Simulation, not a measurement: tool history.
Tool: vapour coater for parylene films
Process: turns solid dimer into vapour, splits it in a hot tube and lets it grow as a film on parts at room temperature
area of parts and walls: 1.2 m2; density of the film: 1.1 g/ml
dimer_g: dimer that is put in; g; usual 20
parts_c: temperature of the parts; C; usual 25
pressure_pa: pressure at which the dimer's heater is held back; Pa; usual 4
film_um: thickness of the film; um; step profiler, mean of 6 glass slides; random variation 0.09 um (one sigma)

run	hour	dimer_g	parts_c	pressure_pa	film_um
1	0	20	25	4	11.06
2	29.8	20	25	4	10.81
3	43.1	20	25	4	10.92
4	71.6	19	25	4	10.34
5	94	19	25	4	10.47
6	107.5	19	33	4	7.24
7	131.7	20	22	4	12.55
8	152.7	20	22	4	12.42
9	180.8	20	22	4	12.53
10	202.2	20	25	6.35	10.46
# hour 213.8: trap's valve overhauled
11	232.3	20	30	4	8.77
12	246.3	20	25	4	10.99
13	270.1	20	25	4	10.95
14	291.4	20	25	4	11
15	310.6	9	25	4	4.87
16	328.5	9	25	4	4.87
17	344.5	20	25	4	10.86
18	364.9	20	25	4	10.84
19	393.8	20	25	4	10.86
20	409.1	8	25	4	4.33
21	428.8	30	25	4	16.28
22	450	30	25	4	16.15
23	468.4	30	25	4	16.4
24	487.1	25	20	3.98	17.13
25	507.7	25	34	2.01	9.54
26	535.1	11	25	5.59	5.85
27	553.2	11	25	5.59	5.84
28	568.5	11	25	5.59	5.93
29	587.1	19	32	7.12	7.31
30	608.7	19	18	7.12	13.58
31	629.3	19	18	7.12	13.47
32	650.9	19	18	7.12	13.39
33	667.6	27	25	2.25	15.37
34	686.1	27	25	2.25	15.31
35	709.5	19	25	4.88	10.2
36	724.6	18	21	2.61	12.21
37	749.5	20	20	7.14	12.97
38	762.3	30	17	3.69	22.44
39	778.7	30	17	3.69	21.66
# hour 790.9: trap's valve overhauled
40	808.7	30	21	3.69	19.74
41	833.2	30	21	3.69	19.8
42	852	30	21	3.69	19.93
43	881	20	33	11.89	7.11
44	907.7	13	20	4	8.89
45	924.5	13	20	11.01	8.11
46	941.4	29	18	11.01	19.88

Hidden state or all else? Some run-to-run changes of film_um, split into what the settings, what came in and random variation would give without the hidden state, and what is left for the hidden state (with any gauge scatter that isn't in both results):
The hidden state here: vapour lost through the trap's worn valve, %; true temperature of the parts over the reading, C; drift of the gauge itself on film_um, %.
Run 10 -> 11: parts_c 25 -> 30, pressure_pa 6.35 -> 4, trap's valve overhauled. film_um -1.69 um: hidden state +0.04, all else -1.73.
Run 20 -> 21: dimer_g 8 -> 30. film_um +11.95 um: hidden state -0.02, all else +11.97.
Run 37 -> 38: dimer_g 20 -> 30, parts_c 20 -> 17, pressure_pa 7.14 -> 3.69. film_um +9.47 um: hidden state -0.05, all else +9.52.
Run 39 -> 40: parts_c 17 -> 21, trap's valve overhauled. film_um -1.92 um: hidden state +0.12, all else -2.04.
Run 42 -> 43: dimer_g 30 -> 20, parts_c 21 -> 33, pressure_pa 3.69 -> 11.89. film_um -12.82 um: hidden state -0.01, all else -12.81.
Run 45 -> 46: dimer_g 13 -> 29, parts_c 20 -> 18. film_um +11.77 um: hidden state +0, all else +11.77.
